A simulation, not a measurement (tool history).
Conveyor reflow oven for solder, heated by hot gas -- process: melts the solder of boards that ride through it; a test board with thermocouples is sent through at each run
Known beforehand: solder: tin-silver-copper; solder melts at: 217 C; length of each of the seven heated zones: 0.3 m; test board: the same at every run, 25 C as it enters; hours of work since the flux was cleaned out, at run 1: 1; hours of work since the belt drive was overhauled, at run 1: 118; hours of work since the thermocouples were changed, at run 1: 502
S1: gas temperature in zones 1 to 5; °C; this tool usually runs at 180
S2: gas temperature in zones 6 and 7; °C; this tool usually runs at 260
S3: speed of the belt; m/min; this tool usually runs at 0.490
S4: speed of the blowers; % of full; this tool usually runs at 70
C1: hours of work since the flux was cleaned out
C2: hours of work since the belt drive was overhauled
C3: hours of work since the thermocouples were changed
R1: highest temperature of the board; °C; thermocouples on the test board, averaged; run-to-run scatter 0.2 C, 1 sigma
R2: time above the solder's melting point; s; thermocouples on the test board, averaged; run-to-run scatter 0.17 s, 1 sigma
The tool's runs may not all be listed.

| run | day | S1 | S2 | S3 | S4 | C1 | C2 | C3 | R1 | R2 |
|---|---|---|---|---|---|---|---|---|---|---|
| 1 | 0.000 | 180 | 260 | 0.490 | 70 | 1 | 118 | 502 | 247.0 | 54.1 |
| 2 | 0.475 | 180 | 260 | 0.490 | 70 | 6 | 123 | 507 | 246.4 | 54.2 |
| 3 | 0.883 | 180 | 260 | 0.490 | 70 | 11 | 128 | 512 | 246.5 | 54.1 |
| 4 | 1.096 | 180 | 260 | 0.490 | 70 | 14 | 131 | 515 | 246.7 | 54.2 |
| 5 | 1.362 | 180 | 260 | 0.474 | 70 | 17 | 134 | 518 | 247.6 | 56.8 |
| 6 | 1.812 | 180 | 269 | 0.490 | 70 | 22 | 139 | 523 | 254.6 | 59.7 |
| 7 | 2.117 | 180 | 262 | 0.490 | 70 | 26 | 143 | 527 | 248.3 | 55.7 |
| 8 | 2.496 | 180 | 262 | 0.490 | 70 | 30 | 147 | 531 | 248.7 | 55.5 |
| 9 | 2.879 | 180 | 260 | 0.490 | 70 | 35 | 152 | 536 | 246.4 | 54.2 |
| 10 | 3.242 | 180 | 260 | 0.490 | 70 | 39 | 156 | 540 | 246.6 | 54.4 |
| 11 | 3.679 | 180 | 260 | 0.490 | 70 | 45 | 162 | 546 | 246.6 | 54.1 |
| 12 | 3.892 | 180 | 260 | 0.490 | 70 | 47 | 164 | 548 | 246.3 | 54.1 |
| 13 | 4.308 | 180 | 260 | 0.490 | 70 | 52 | 169 | 553 | 246.5 | 53.9 |
| 14 | 4.675 | 180 | 260 | 0.490 | 70 | 56 | 173 | 557 | 246.5 | 54.1 |
| 15 | 5.133 | 180 | 260 | 0.564 | 56 | 62 | 179 | 563 | 239.2 | 38.1 |
| 16 | 5.417 | 192 | 256 | 0.497 | 72 | 65 | 182 | 566 | 244.8 | 57.5 |
| 17 | 5.821 | 192 | 256 | 0.497 | 72 | 70 | 187 | 571 | 244.5 | 57.8 |
| 18 | 6.246 | 192 | 256 | 0.497 | 72 | 75 | 192 | 576 | 244.4 | 57.3 |

Run 19, settings as shown, results not yet in. Your forecast:
| 19 | 6.604 | 167 | 274 | 0.490 | 56 | 79 | 196 | 580 | ? | ? |

{"run 19": {"R1": 252.8, "R2": 53.4}}
Take away the tool's hidden state, keep the run-to-run variation as it was, and the same run would have given R1 254.8 °C, R2 54.5 s.

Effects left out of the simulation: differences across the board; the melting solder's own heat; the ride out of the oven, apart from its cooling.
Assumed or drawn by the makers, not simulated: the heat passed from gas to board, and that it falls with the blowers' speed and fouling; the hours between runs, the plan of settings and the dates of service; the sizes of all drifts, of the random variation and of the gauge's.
